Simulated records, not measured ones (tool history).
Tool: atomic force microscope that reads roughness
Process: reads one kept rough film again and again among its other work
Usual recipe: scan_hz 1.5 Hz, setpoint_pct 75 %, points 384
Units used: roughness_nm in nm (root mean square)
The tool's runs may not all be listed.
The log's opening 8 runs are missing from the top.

| run | day | scan_hz | setpoint_pct | points | roughness_nm |
|---|---|---|---|---|---|
| 9 | 8.338 | 1.5 | 75 | 478 | 3.978 |
|  | 8.462 | new tip fitted |
| 10 | 9.788 | 1.5 | 75 | 384 | 4.439 |
| 11 | 10.596 | 1.5 | 75 | 384 | 4.378 |
| 12 | 12.038 | 1.5 | 75 | 384 | 4.24 |
| 13 | 12.738 | 0.65 | 75 | 384 | 4.421 |
| 14 | 14.238 | 0.65 | 75 | 384 | 4.3 |
| 15 | 15.158 | 0.65 | 75 | 384 | 4.234 |
|  | 15.504 | new tip fitted |
| 16 | 15.967 | 0.65 | 75 | 384 | 4.727 |
| 17 | 16.858 | 3.8 | 58 | 287 | 4.464 |
| 18 | 17.583 | 3.97 | 84 | 711 | 3.386 |
| 19 | 18.504 | 1.42 | 65 | 333 | 4.47 |
| 20 | 19.867 | 1.5 | 74 | 411 | 4.201 |
| 21 | 20.908 | 1.5 | 74 | 411 | 4.115 |
| 22 | 22.167 | 1.26 | 69 | 292 | 4.141 |
|  | 22.571 | new tip fitted |
| 23 | 23.167 | 0.55 | 61 | 384 | 4.933 |
| 24 | 24.296 | 1.17 | 61 | 572 | 4.696 |
| 25 | 25.171 | 1.5 | 75 | 617 | 4.375 |
| 26 | 26.679 | 1.5 | 68 | 617 | 4.38 |
| 27 | 27.988 | 1.52 | 78 | 865 | 4.017 |
| 28 | 28.871 | 1.52 | 78 | 865 | 4.008 |
|  | 29.692 | new tip fitted |
| 29 | 29.754 | 0.79 | 75 | 384 | 4.752 |
| 30 | 30.371 | 0.79 | 75 | 772 | 4.696 |
| 31 | 31.246 | 0.91 | 64 | 757 | 4.712 |

Each row is a separate what-if for the run after 31, all from the same tool condition, not one after another. Results?
| A | 32.696 | 0.95 | 64 | 792 | ? |
| B | 32.696 | 1.66 | 85 | 399 | ? |
| C | 32.696 | 0.65 | 75 | 302 | ? |
| D | 32.696 | 0.89 | 77 | 384 | ? |

| run | roughness_nm |
|---|---|
| A | 4.574 |
| B | 3.967 |
| C | 4.517 |
| D | 4.426 |
The same runs, with their run-to-run variation unchanged, on a tool lacking any hidden condition would have given:
| run | roughness_nm |
|---|---|
| A | 4.92 |
| B | 4.267 |
| C | 4.858 |
| D | 4.76 |
